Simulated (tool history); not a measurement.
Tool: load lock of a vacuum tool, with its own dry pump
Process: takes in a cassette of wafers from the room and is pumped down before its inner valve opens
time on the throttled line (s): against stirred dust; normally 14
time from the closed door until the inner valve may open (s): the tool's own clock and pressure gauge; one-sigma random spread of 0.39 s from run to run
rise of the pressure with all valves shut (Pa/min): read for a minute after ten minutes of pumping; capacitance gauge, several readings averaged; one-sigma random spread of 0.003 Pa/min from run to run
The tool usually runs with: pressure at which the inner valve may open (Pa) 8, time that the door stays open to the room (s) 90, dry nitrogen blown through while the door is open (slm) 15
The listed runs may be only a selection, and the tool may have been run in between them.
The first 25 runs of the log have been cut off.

run     hour  time on the throttled line (s)  pressure at which the inner valve may open (Pa)  time that the door stays open to the room (s)  dry nitrogen blown through while the door is open (slm)  incoming humidity of the room's air, %  time from the closed door until the inner valve may open (s)  rise of the pressure with all valves shut (Pa/min)
 26   9036.2                              22                                               10                                             90                                                       25                                      43                                                          50.4                                               0.059
 27   9496.9                              16                                                6                                             60                                                       25                                    42.4                                                          49.2                                               0.054
 28   9827.7                              16                                                6                                             60                                                       25                                    41.7                                                          49.5                                               0.053
 29    10336                              14                                                6                                            138                                                       25                                    46.4                                                          49.5                                                0.09
 30  10755.4                              14                                                6                                            138                                                       25                                    47.6                                                          49.9                                               0.093
 31  11193.4                              28                                               11                                             90                                                       15                                    44.1                                                          55.8                                               0.089
       11421  -- dry pump taken out, an overhauled one fitted
 32  11489.5                              28                                               10                                             60                                                       15                                    43.2                                                          50.1                                                0.08
 33  11851.1                              28                                               14                                             74                                                        5                                    41.6                                                          48.9                                               0.096
 34  12248.2                              11                                               12                                            126                                                       38                                    44.9                                                            37                                               0.096
 35  12714.3                              11                                               12                                            126                                                       38                                    46.5                                                            38                                               0.098
 36  12979.5                              11                                               12                                            126                                                       38                                    43.4                                                          38.1                                               0.103

Here are 4 independent what-if runs from the current tool condition. What would each one return?
  A  13399                              11                                               12                                             80                                                       38                                    43.7                                                             ?                                                   ?
  B  13399                              14                                               10                                             90                                                       24                                    45.9                                                             ?                                                   ?
  C  13399                              14                                                8                                            108                                                       15                                    44.7                                                             ?                                                   ?
  D  13399                              18                                               12                                             51                                                       27                                    42.9                                                             ?                                                   ?

run  time from the closed door until the inner valve may open (s)  rise of the pressure with all valves shut (Pa/min)
  A                                                          37.3                                                0.09
  B                                                          40.9                                               0.107
  C                                                          42.8                                               0.117
  D                                                          42.6                                               0.086
With the hidden condition removed and each run's random variation left untouched, the same runs would have given:
run  time from the closed door until the inner valve may open (s)  rise of the pressure with all valves shut (Pa/min)
  A                                                            36                                               0.032
  B                                                          39.6                                                0.05
  C                                                          41.3                                                0.06
  D                                                          41.4                                               0.027
